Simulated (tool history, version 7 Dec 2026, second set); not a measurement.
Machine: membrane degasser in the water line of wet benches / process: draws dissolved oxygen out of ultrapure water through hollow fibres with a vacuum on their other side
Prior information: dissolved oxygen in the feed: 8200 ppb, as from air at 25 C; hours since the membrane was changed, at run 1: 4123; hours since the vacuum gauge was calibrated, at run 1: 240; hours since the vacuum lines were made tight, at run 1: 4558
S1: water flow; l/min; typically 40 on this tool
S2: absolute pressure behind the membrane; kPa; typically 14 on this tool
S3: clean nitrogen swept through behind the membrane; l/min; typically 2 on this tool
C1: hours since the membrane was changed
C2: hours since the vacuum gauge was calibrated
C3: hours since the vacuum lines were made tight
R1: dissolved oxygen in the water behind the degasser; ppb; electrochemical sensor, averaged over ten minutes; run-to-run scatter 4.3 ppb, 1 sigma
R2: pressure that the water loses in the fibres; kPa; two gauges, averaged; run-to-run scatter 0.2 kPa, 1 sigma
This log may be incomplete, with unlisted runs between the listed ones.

run	day	S1	S2	S3	C1	C2	C3	R1	R2
1	0	40	14	2	4123	240	4558	488.5	46.6
2	3.917	40	12.2	2	4217	334	4652	421.3	46.07
3	6.704	40	12.2	2	4284	401	4719	424	46.52
4	9.725	40	12.2	2	4356	473	4792	425.4	46.59
5	16.012	40	14	2	4507	624	4943	499.6	46.36
6	21.967	40	14	2	4650	767	5085	502.6	46.57
7	26.558	40	9.1	2	4760	877	5196	300.7	46.84
8	31.454	40	9.1	2	4878	995	5313	295.5	46.89
9	36.267	40	9.1	2	4993	1110	5429	299.8	46.84
10	42.904	40	9.1	2	5153	1270	5588	298.5	46.44
11	46.342	40	13.3	2	5235	1352	5670	463.4	46.98
12	50.683	40	14	3.27	5339	1456	5775	345.6	47.07
13	53.938	40	14	3.27	5417	1534	5853	346.1	47.21
14	60.554	40	13.4	2.17	5576	1693	6012	451.7	46.89
15	63.979	26	29.3	4.89	5658	1775	6094	330.3	30.49
16	68.996	26	29.3	4.89	5779	1896	6214	331.7	30.2
17	72.167	40	14	2.87	5855	1972	6290	378.8	47.21
18	76.129	40	9.6	5.97	5950	2067	6385	150.4	47.13
19	81.429	46	14	1.29	6077	2194	6513	801.3	54.33
20	86.983	59	14	0.92	6210	2327	6646	1269.2	69.66
21	93.2	59	14	0.92	6360	2477	6795	1309.2	69.58
22	98.371	40	12.1	3.86	6484	2601	6919	261.1	47.38
23	101.825	40	14	1.38	6567	2684	7002	667.9	47.13
24	108.167	40	14	1.38	6719	2836	7154	661.8	47.12
25	114.683	40	14	1.38	6875	2992	7311	678.2	47.24

What if the next run were any one of these 5? Each begins from the tool's condition after run 25:
A	120.888	40	21.1	2	7024	3141	7459	?	?
B	120.888	64	15.8	3.85	7024	3141	7459	?	?
C	120.888	40	14	1.25	7024	3141	7459	?	?
D	120.888	26	14	2.08	7024	3141	7459	?	?
E	120.888	46	11.3	3.54	7024	3141	7459	?	?

run	R1	R2
A	787.5	47.3
B	690.5	76.21
C	710.6	47.23
D	313	30.98
E	320.8	54.42
Stripped of hidden state, with their random variation kept, the same runs would have yielded:
run	R1	R2
A	771.5	45.25
B	651.6	72.91
C	693.9	45.18
D	305.8	29.64
E	301.3	52.06
